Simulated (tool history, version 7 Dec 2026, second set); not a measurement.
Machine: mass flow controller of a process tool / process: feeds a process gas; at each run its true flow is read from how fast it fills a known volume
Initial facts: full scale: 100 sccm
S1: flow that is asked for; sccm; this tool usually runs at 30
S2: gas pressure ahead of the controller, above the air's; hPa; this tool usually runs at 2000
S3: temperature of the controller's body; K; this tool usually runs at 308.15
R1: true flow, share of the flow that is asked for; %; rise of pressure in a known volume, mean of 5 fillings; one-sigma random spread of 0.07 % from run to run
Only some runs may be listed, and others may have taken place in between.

run    hour  S1    S2      S3     R1
  1     0.0  30  2000  308.15  98.14
  2   159.0  30  2000  308.15  98.12
  3   312.2  30  2000  296.15  99.30
  4   437.2  30  2000  303.15  98.42
  5   513.6  30  2000  303.15  98.50
  6   590.1  30  2000  303.15  98.36
  7   682.4  30  2000  308.15  97.67
  8   767.0  30  2000  308.15  97.73
  9   846.1  30  1580  308.15  98.04
 10   932.3  30  1580  308.15  97.79
 11  1061.7  30  1580  308.15  97.80
 12  1190.4  30  2000  308.15  97.48
 13  1302.8  30  2000  308.15  97.43
 14  1396.3  30  2270  308.15  97.17
 15  1540.8  30  2000  294.15  99.00
 16  1647.8  30  2000  293.15  98.78
 17  1719.3  30  2000  293.15  98.94
 18  1792.4  30  2000  299.15  98.10
 19  1901.2  30  2000  299.15  98.06
 20  2056.0  30  2000  299.15  97.93
 21  2197.6  30  2000  299.15  97.90
 22  2343.3  30  2000  298.15  98.02
 23  2482.1  30  2000  308.15  96.80
 24  2580.3  30  2000  307.15  96.80
 25  2669.9  30  2000  307.15  96.74
 26  2742.0  63  2000  295.15  98.34
 27  2866.6  63  2000  295.15  98.29
 28  2949.3  47  2130  309.15  96.51
 29  3067.9  30  2000  294.15  97.90
 30  3168.9  18  2680  294.15  97.41
 31  3298.4  18  2680  294.15  97.32
 32  3419.4  11  2170  300.15  96.98
 33  3550.6  11  1490  300.15  97.24
 34  3624.5  11  1490  299.15  97.35
 35  3776.5  24  1490  302.15  97.04
 36  3870.6  87  2390  299.15  97.31
 37  3943.6  53  1840  297.15  97.65
 38  4039.3  53  1840  306.15  96.46
 39  4163.9  37  1880  297.15  97.28
 40  4308.9  64  2000  294.15  97.68
 41  4433.2  64  2330  294.15  97.41
 42  4514.9  28  1520  294.15  99.88
 43  4588.2  83  2000  298.15  99.82
 44  4745.4  25  2000  296.15  99.29
 45  4884.4  17  2000  311.15  97.36
 46  4983.3  17  2220  312.15  97.20
 47  5077.9  17  2220  312.15  97.03

Missing from the log above: 2 entries noted between runs. For each, name the pair of listed runs it sits between and say how the tool's hidden condition differs from the listed run just before to the listed run just after:
Between runs 38 and 39: controller exchanged for a calibrated one (hour 4153.4)
  flow at rest that the sensor doesn't see, % of full scale: 0.005 -> 0; true flow over the shown one, %: -0.01 -> 0; drift of the gauge itself on true_pct, %: -2.18 -> -2.24
  measured minus no-state result, R1: -2.15 -> -2.23 %
Between runs 41 and 42: gauge calibrated (hour 4513.8)
  drift of the gauge itself on true_pct, %: -2.39 -> 0
  measured minus no-state result, R1: -2.39 -> +0.00 %
